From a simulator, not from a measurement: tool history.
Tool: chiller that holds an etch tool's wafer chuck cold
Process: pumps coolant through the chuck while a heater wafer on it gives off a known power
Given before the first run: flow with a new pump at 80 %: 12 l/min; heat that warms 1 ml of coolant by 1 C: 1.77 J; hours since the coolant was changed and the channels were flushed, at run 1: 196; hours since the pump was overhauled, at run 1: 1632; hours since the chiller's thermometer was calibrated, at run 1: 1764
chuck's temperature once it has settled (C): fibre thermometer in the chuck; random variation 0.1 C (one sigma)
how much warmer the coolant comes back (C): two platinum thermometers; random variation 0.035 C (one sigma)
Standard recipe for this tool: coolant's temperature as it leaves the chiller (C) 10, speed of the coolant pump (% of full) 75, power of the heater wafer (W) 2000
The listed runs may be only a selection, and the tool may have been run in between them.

run,day,coolant's temperature as it leaves the chiller (C),speed of the coolant pump (% of full),power of the heater wafer (W),hours since the coolant was changed and the channels were flushed,hours since the pump was overhauled,hours since the chiller's thermometer was calibrated,chuck's temperature once it has settled (C),how much warmer the coolant comes back (C)
1,0.000,10,75,2000,196,1632,1764,27.2,6.22
2,4.100,10,75,2000,295,1731,1863,27.1,6.20
3,7.721,10,75,2000,382,1818,1949,27.1,6.20
4,9.762,4,75,2000,431,1867,1998,21.2,6.19
5,12.758,4,93,2000,503,1939,2070,18.8,4.93
6,15.354,4,93,2000,565,2001,2133,18.9,4.95
7,18.817,4,93,2000,648,2084,2216,18.9,4.96
8,21.329,10,75,2000,708,2144,2276,27.3,6.17
9,23.271,10,75,2000,755,2191,2323,27.2,6.17
10,25.962,10,60,2000,819,2255,2387,30.2,7.81
11,28.350,17,94,1474,877,2313,2445,27.9,3.70
12,30.792,10,84,2000,935,2371,2503,25.9,5.49
13,34.038,6,75,1047,1013,2449,2581,15.0,3.30
14,36.088,18,87,1047,1062,2499,2630,26.2,2.77
15,39.471,10,81,2000,1144,2580,2711,26.7,5.75

What will run 16 give?
16,41.629,8,75,2000,1195,2631,2763,?,?

{"run 16": {"chuck's temperature once it has settled (C)": 25.5, "how much warmer the coolant comes back (C)": 6.26}}
The same run, on a tool lacking any hidden state, would have yielded chuck's temperature once it has settled (C) 24.8, how much warmer the coolant comes back (C) 6.07.
